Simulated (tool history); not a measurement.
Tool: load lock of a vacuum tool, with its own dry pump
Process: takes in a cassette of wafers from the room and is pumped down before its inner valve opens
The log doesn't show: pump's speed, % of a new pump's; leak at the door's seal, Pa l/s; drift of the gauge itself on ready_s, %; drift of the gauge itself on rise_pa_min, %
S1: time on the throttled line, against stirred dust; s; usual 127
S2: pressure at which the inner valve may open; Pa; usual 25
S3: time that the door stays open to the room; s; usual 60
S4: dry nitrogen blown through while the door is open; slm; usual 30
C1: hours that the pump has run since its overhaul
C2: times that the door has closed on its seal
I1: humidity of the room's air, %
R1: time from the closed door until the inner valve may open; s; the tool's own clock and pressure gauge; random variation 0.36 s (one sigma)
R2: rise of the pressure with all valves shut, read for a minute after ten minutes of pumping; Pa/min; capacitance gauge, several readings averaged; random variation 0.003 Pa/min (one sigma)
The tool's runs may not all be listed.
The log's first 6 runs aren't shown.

run     day   S1  S2   S3  S4    C1    C2    I1     R1     R2
  7  21.650  127  48   60   7  3344  1596  45.6  172.3  0.036
  8  26.383  127  25   60  29  3458  1875  47.2  178.9  0.021
  9  29.558  127  25   60  29  3534  2063  46.4  178.6  0.028
 10  34.117  127  25   60  29  3644  2332  46.8  179.1  0.029
 11  36.408  127  25   60  29  3699  2467  41.1  179.0  0.018
 12  41.179  127  25   60  30  3813  2749  44.6  178.8  0.029
 13  44.233  127  25   60  30  3886  2929  47.5  179.0  0.027
 14  47.433  127  25  116  30  3963  3118  44.4  179.2  0.038
 15  51.771  127  25   60  30  4067  3374  44.1  178.9  0.024
 16  56.867  127  25   60  30  4190  3675  42.9  178.9  0.031
 17  61.988  127  25   60  30  4313  3977  44.9  179.5  0.025
 18  66.200  127  25   60  30  4414  4226  42.8  180.0  0.028

The next listed run, before its measurement:
 19  70.608  68  25  60  37  4519  4486  44.6   ?   ?

R1: 130.6 s
R2: 0.028 Pa/min
Without the tool's hidden state the same run would have given R1 129.3 s, R2 0.024 Pa/min.

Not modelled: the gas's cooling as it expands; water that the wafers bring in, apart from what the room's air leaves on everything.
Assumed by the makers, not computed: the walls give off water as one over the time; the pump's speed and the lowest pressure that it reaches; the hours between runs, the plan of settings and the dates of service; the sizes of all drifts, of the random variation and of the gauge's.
